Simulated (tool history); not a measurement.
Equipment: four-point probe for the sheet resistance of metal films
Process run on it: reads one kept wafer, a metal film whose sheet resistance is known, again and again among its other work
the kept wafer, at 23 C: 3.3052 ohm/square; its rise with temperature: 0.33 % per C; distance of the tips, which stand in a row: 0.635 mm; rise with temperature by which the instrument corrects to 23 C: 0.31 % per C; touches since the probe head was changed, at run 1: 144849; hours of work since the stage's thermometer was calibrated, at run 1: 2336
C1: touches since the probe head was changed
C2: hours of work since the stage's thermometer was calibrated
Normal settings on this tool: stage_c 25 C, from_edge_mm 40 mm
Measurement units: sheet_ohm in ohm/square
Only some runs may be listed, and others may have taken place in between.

Run 1, hour 0.0: usual settings; C1 144849; C2 2336. Result: sheet_ohm 3.290750 ohm/square.
Run 2, hour 101.9: usual settings; C1 147516; C2 2378. Result: sheet_ohm 3.290515 ohm/square.
Run 3, hour 203.9: usual settings; C1 150187; C2 2419. Result: sheet_ohm 3.290685 ohm/square.
Run 4, hour 278.6: usual settings; C1 152140; C2 2449. Result: sheet_ohm 3.288937 ohm/square.
Run 5, hour 389.5: usual settings; C1 155042; C2 2494. Result: sheet_ohm 3.289519 ohm/square.
Run 6, hour 450.6: usual settings; C1 156642; C2 2519. Result: sheet_ohm 3.289898 ohm/square.
Run 7, hour 558.5: usual settings but from_edge_mm 27 mm; C1 159466; C2 2563. Result: sheet_ohm 3.288238 ohm/square.
Run 8, hour 639.2: usual settings but from_edge_mm 27 mm; C1 161579; C2 2595. Result: sheet_ohm 3.289114 ohm/square.
Run 9, hour 725.3: usual settings but stage_c 30 C; C1 163833; C2 2630. Result: sheet_ohm 3.291145 ohm/square.
Run 10, hour 819.1: usual settings but stage_c 30 C; C1 166287; C2 2668. Result: sheet_ohm 3.290342 ohm/square.
Run 11, hour 920.8: usual settings but stage_c 30 C; C1 168950; C2 2710. Result: sheet_ohm 3.290575 ohm/square.
Run 12, hour 1042.8: usual settings but stage_c 30 C; C1 172143; C2 2759. Result: sheet_ohm 3.289638 ohm/square.
Run 13, hour 1119.0: usual settings but stage_c 22 C; C1 174138; C2 2790. Result: sheet_ohm 3.285108 ohm/square.
Run 14, hour 1207.5: usual settings but stage_c 22 C; C1 176453; C2 2826. Result: sheet_ohm 3.284778 ohm/square.
At hour 1297.0: stage's thermometer calibrated.
Run 15, hour 1313.3: usual settings but stage_c 22 C; C1 179211; C2 7. Result: sheet_ohm 3.273729 ohm/square.
Run 16, hour 1427.9: usual settings; C1 182209; C2 53. Result: sheet_ohm 3.278086 ohm/square.
Run 17, hour 1503.2: usual settings but from_edge_mm 68 mm; C1 184180; C2 84. Result: sheet_ohm 3.276726 ohm/square.
Run 18, hour 1578.6: usual settings; C1 186153; C2 114. Result: sheet_ohm 3.275562 ohm/square.
Run 19, hour 1694.0: usual settings; C1 189174; C2 161. Result: sheet_ohm 3.274878 ohm/square.
Run 20, hour 1761.1: usual settings; C1 190931; C2 188. Result: sheet_ohm 3.275029 ohm/square.
At hour 1782.1: new probe head fitted.
Run 21, hour 1846.2: usual settings; C1 1678; C2 222. Result: sheet_ohm 3.321272 ohm/square.
Run 22, hour 1956.9: usual settings; C1 4575; C2 267. Result: sheet_ohm 3.320868 ohm/square.
Run 23, hour 2101.4: usual settings but stage_c 30 C, from_edge_mm 16 mm; C1 8358; C2 326. Result: sheet_ohm 3.325571 ohm/square.
Run 24, hour 2211.6: usual settings but stage_c 30 C, from_edge_mm 16 mm; C1 11242; C2 370. Result: sheet_ohm 3.324859 ohm/square.
Run 25, hour 2311.0: usual settings but stage_c 30 C, from_edge_mm 27 mm; C1 13844; C2 411. Result: sheet_ohm 3.323602 ohm/square.
Run 26, hour 2441.1: usual settings but stage_c 33 C, from_edge_mm 22 mm; C1 17249; C2 463. Result: sheet_ohm 3.324151 ohm/square.
Run 27, hour 2543.4: usual settings but stage_c 33 C, from_edge_mm 22 mm; C1 19926; C2 505. Result: sheet_ohm 3.324624 ohm/square.
Run 28, hour 2683.5: usual settings but stage_c 33 C, from_edge_mm 22 mm; C1 23592; C2 562. Result: sheet_ohm 3.324461 ohm/square.
Run 29, hour 2759.1: usual settings but from_edge_mm 43 mm; C1 25572; C2 592. Result: sheet_ohm 3.318528 ohm/square.
Run 30, hour 2892.3: usual settings but from_edge_mm 43 mm; C1 29058; C2 646. Result: sheet_ohm 3.316673 ohm/square.
Run 31, hour 2955.3: usual settings but from_edge_mm 19 mm; C1 30708; C2 672. Result: sheet_ohm 3.317531 ohm/square.
Run 32, hour 3089.7: usual settings but stage_c 29 C, from_edge_mm 15 mm; C1 34225; C2 726. Result: sheet_ohm 3.320918 ohm/square.
Run 33, hour 3175.7: usual settings but from_edge_mm 4 mm; C1 36475; C2 761. Result: sheet_ohm 3.360524 ohm/square.
Run 34, hour 3296.2: usual settings but stage_c 20 C, from_edge_mm 7 mm; C1 39629; C2 810. Result: sheet_ohm 3.327601 ohm/square.
Run 35, hour 3437.1: usual settings but stage_c 20 C, from_edge_mm 7 mm; C1 43318; C2 867. Result: sheet_ohm 3.326248 ohm/square.
Run 36, hour 3565.5: usual settings but stage_c 20 C, from_edge_mm 7 mm; C1 46678; C2 919. Result: sheet_ohm 3.325991 ohm/square.
Run 37, hour 3647.9: usual settings but stage_c 27 C, from_edge_mm 4 mm; C1 48834; C2 952. Result: sheet_ohm 3.359464 ohm/square.
Run 38, hour 3714.4: usual settings but from_edge_mm 4 mm; C1 50575; C2 979. Result: sheet_ohm 3.358393 ohm/square.
Run 39, hour 3852.0: usual settings but stage_c 19 C, from_edge_mm 64 mm; C1 54176; C2 1035. Result: sheet_ohm 3.308805 ohm/square.
Run 40, hour 3983.4: usual settings but stage_c 32 C, from_edge_mm 7 mm; C1 57615; C2 1088. Result: sheet_ohm 3.331293 ohm/square.
Run 41, hour 4079.6: usual settings but from_edge_mm 6 mm; C1 60135; C2 1127. Result: sheet_ohm 3.331558 ohm/square.
Run 42, hour 4203.0: usual settings but from_edge_mm 6 mm; C1 63365; C2 1177. Result: sheet_ohm 3.330832 ohm/square.
Run 43, hour 4311.2: usual settings but from_edge_mm 6 mm; C1 66196; C2 1221. Result: sheet_ohm 3.331379 ohm/square.
Run 44, hour 4449.9: usual settings but stage_c 27 C, from_edge_mm 16 mm; C1 69826; C2 1277. Result: sheet_ohm 3.315132 ohm/square.

5 ways to go on from here, each from the tool as it stands after run 44. What would each give?
Run A, hour 4529.8: usual settings but stage_c 27 C, from_edge_mm 73 mm; C1 71916; C2 1310. Result: sheet_ohm ?.
Run B, hour 4529.8: usual settings but stage_c 28 C, from_edge_mm 58 mm; C1 71916; C2 1310. Result: sheet_ohm ?.
Run C, hour 4529.8: usual settings but stage_c 31 C, from_edge_mm 33 mm; C1 71916; C2 1310. Result: sheet_ohm ?.
Run D, hour 4529.8: usual settings but from_edge_mm 5 mm; C1 71916; C2 1310. Result: sheet_ohm ?.
Run E, hour 4529.8: usual settings but from_edge_mm 15 mm; C1 71916; C2 1310. Result: sheet_ohm ?.

run  sheet_ohm
  A   3.311413
  B   3.311751
  C   3.314483
  D   3.338750
  E   3.314223
Stripped of hidden state, with their random variation kept, the same runs would have yielded:
run  sheet_ohm
  A   3.307751
  B   3.308100
  C   3.310866
  D   3.335032
  E   3.310532
